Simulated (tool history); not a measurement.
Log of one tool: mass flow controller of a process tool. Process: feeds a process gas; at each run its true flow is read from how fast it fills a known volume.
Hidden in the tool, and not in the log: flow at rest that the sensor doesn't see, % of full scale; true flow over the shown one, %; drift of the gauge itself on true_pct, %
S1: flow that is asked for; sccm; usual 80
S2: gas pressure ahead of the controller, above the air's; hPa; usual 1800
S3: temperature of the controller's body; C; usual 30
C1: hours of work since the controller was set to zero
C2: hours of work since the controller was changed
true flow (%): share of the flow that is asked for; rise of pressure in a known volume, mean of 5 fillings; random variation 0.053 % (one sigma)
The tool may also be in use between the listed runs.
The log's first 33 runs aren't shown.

Run 34, hour 7828.7: usual settings but S2 1760 hPa, S3 29 C; C1 642; C2 6775. Result: true flow (%) 100.11.
Run 35, hour 8086.7: usual settings but S2 1760 hPa, S3 29 C; C1 734; C2 6866. Result: true flow (%) 100.30.
Run 36, hour 8270.0: usual settings but S2 1760 hPa, S3 29 C; C1 799; C2 6931. Result: true flow (%) 100.50.
Run 37, hour 8448.2: usual settings but S2 2300 hPa, S3 26 C; C1 862; C2 6994. Result: true flow (%) 100.00.
Run 38, hour 8715.6: usual settings but S2 2300 hPa, S3 26 C; C1 956; C2 7089. Result: true flow (%) 100.00.
Run 39, hour 8855.0: usual settings but S2 2300 hPa, S3 26 C; C1 1006; C2 7138. Result: true flow (%) 100.04.
Run 40, hour 9131.2: usual settings but S2 2300 hPa, S3 26 C; C1 1103; C2 7236. Result: true flow (%) 100.06.
Run 41, hour 9291.7: usual settings but S2 2300 hPa, S3 26 C; C1 1160; C2 7293. Result: true flow (%) 100.33.
Run 42, hour 9467.5: usual settings but S1 45 sccm, S2 1450 hPa, S3 26 C; C1 1222; C2 7355. Result: true flow (%) 99.99.
Run 43, hour 9627.7: usual settings but S1 45 sccm, S2 1450 hPa, S3 26 C; C1 1279; C2 7412. Result: true flow (%) 100.17.
Run 44, hour 9861.3: usual settings but S1 45 sccm, S2 1790 hPa, S3 21 C; C1 1362; C2 7494. Result: true flow (%) 99.76.
Run 45, hour 10165.0: usual settings but S1 45 sccm, S2 2220 hPa, S3 21 C; C1 1469; C2 7602. Result: true flow (%) 99.74.
Run 46, hour 10292.2: usual settings but S1 45 sccm, S2 2220 hPa, S3 21 C; C1 1514; C2 7647. Result: true flow (%) 99.64.
Run 47, hour 10566.1: usual settings but S3 21 C; C1 1611; C2 7744. Result: true flow (%) 100.54.
Run 48, hour 10845.1: usual settings but S2 2740 hPa, S3 22 C; C1 1710; C2 7843. Result: true flow (%) 100.23.

4 ways to go on from here, each from the tool as it stands after run 48. What would each give?
Run A, hour 11068.3: usual settings but S1 62 sccm, S2 2600 hPa; C1 1789; C2 7922. Result: true flow (%) ?.
Run B, hour 11068.3: usual settings but S1 20 sccm, S2 1510 hPa, S3 36 C; C1 1789; C2 7922. Result: true flow (%) ?.
Run C, hour 11068.3: usual settings but S1 61 sccm, S3 25 C; C1 1789; C2 7922. Result: true flow (%) ?.
Run D, hour 11068.3: usual settings but S2 1970 hPa; C1 1789; C2 7922. Result: true flow (%) ?.

run  true flow (%)
  A         100.64
  B         100.68
  C         100.59
  D         100.99
Without the tool's hidden state the same runs would have given:
run  true flow (%)
  A          99.54
  B          99.58
  C          99.49
  D          99.89
